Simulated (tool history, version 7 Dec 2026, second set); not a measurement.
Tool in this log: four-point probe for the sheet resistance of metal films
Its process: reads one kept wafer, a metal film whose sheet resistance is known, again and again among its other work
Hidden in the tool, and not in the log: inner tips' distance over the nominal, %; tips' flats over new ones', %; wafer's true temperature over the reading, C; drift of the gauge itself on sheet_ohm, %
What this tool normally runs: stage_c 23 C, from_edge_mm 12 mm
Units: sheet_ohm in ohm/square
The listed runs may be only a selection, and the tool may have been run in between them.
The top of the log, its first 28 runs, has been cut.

run	day	stage_c	from_edge_mm	touches since the probe head was changed	hours of work since the stage's thermometer was calibrated	sheet_ohm
29	43.921	25	35	23768	819	7.769856
30	45.717	25	35	24344	838	7.774664
31	47.888	25	35	25038	862	7.771879
32	49.592	21	15	25585	881	7.798493
33	51.796	19	22	26291	906	7.789211
34	54.196	21	3	27059	932	8.215960
35	56.546	21	12	27813	958	7.801886
36	57.971	21	12	28269	974	7.807352
37	60.158	31	27	28969	998	7.762207

3 options for the next run, each taken on its own from the tool as it stands now. Forecast them:
A	61.254	34	30	29321	1010	?
B	61.254	19	25	29321	1010	?
C	61.254	24	21	29321	1010	?

run	sheet_ohm
A	7.751998
B	7.788207
C	7.780430
The same runs, with their run-to-run variation unchanged, on a tool lacking any hidden condition would have given:
run	sheet_ohm
A	7.751650
B	7.787852
C	7.780078
